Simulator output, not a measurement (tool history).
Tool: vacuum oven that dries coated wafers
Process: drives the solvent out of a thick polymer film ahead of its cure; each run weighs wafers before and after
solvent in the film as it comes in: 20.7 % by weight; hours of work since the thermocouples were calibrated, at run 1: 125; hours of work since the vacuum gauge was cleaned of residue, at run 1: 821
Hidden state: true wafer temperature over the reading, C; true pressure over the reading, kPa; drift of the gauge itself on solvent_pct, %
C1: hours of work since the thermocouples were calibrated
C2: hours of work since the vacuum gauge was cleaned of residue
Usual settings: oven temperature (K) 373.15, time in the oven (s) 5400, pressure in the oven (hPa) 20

Run 1, day 0: usual settings; C1 125; C2 821. Result: solvent left in the film (%) 4.29.
Run 2, day 2.246: usual settings; C1 149; C2 845. Result: solvent left in the film (%) 4.01.
Run 3, day 4.35: usual settings but time in the oven (s) 6000; C1 170; C2 866. Result: solvent left in the film (%) 3.69.
Run 4, day 6.683: usual settings; C1 194; C2 890. Result: solvent left in the film (%) 4.2.
Run 5, day 8.671: usual settings; C1 215; C2 911. Result: solvent left in the film (%) 4.21.
Run 6, day 10.296: usual settings but pressure in the oven (hPa) 34.7; C1 232; C2 928. Result: solvent left in the film (%) 5.48.
Run 7, day 12.896: usual settings but pressure in the oven (hPa) 34.7; C1 258; C2 954. Result: solvent left in the film (%) 5.64.
Run 8, day 14.925: usual settings but oven temperature (K) 382.15; C1 279; C2 975. Result: solvent left in the film (%) 2.6.
Run 9, day 16.421: usual settings but oven temperature (K) 377.15; C1 295; C2 991. Result: solvent left in the film (%) 3.42.
Run 10, day 18.267: usual settings but oven temperature (K) 382.15, pressure in the oven (hPa) 13.9; C1 314; C2 1010. Result: solvent left in the film (%) 2.02.
Run 11, day 20.104: usual settings but oven temperature (K) 382.15, pressure in the oven (hPa) 13.9; C1 333; C2 1029. Result: solvent left in the film (%) 2.18.
Run 12, day 22.617: usual settings but oven temperature (K) 382.15, pressure in the oven (hPa) 13.9; C1 359; C2 1055. Result: solvent left in the film (%) 2.08.
Run 13, day 24.571: usual settings but oven temperature (K) 363.15, time in the oven (s) 3900, pressure in the oven (hPa) 35.4; C1 379; C2 1075. Result: solvent left in the film (%) 10.05.
Run 14, day 26.708: usual settings but oven temperature (K) 363.15, time in the oven (s) 3900, pressure in the oven (hPa) 35.4; C1 401; C2 1097. Result: solvent left in the film (%) 10.12.
Run 15, day 28.212: usual settings but oven temperature (K) 366.15; C1 416; C2 1112. Result: solvent left in the film (%) 5.94.
Run 16, day 29.95: usual settings but oven temperature (K) 366.15; C1 434; C2 1130. Result: solvent left in the film (%) 5.8.
Run 17, day 31.292: usual settings but oven temperature (K) 366.15; C1 448; C2 1144. Result: solvent left in the film (%) 5.86.
Run 18, day 33.208: usual settings but oven temperature (K) 377.15, time in the oven (s) 8940, pressure in the oven (hPa) 34.3; C1 468; C2 1164. Result: solvent left in the film (%) 3.49.

5 ways to go on from here, each from the tool as it stands after run 18. What would each give?
Run A, day 35.717: usual settings but oven temperature (K) 366.15, pressure in the oven (hPa) 71.8; C1 494; C2 1190. Result: solvent left in the film (%) ?.
Run B, day 35.717: usual settings but oven temperature (K) 383.15, pressure in the oven (hPa) 13.2; C1 494; C2 1190. Result: solvent left in the film (%) ?.
Run C, day 35.717: usual settings but oven temperature (K) 383.15, pressure in the oven (hPa) 47.8; C1 494; C2 1190. Result: solvent left in the film (%) ?.
Run D, day 35.717: usual settings but oven temperature (K) 383.15, time in the oven (s) 8940, pressure in the oven (hPa) 34.3; C1 494; C2 1190. Result: solvent left in the film (%) ?.
Run E, day 35.717: usual settings but oven temperature (K) 365.15, time in the oven (s) 4080, pressure in the oven (hPa) 34.3; C1 494; C2 1190. Result: solvent left in the film (%) ?.

run  solvent left in the film (%)
  A                         11.63
  B                          1.85
  C                          4.36
  D                          2.81
  E                          9.22
Without the tool's hidden state the same runs would have given:
run  solvent left in the film (%)
  A                         11.53
  B                          1.69
  C                          4.25
  D                          2.63
  E                          9.08
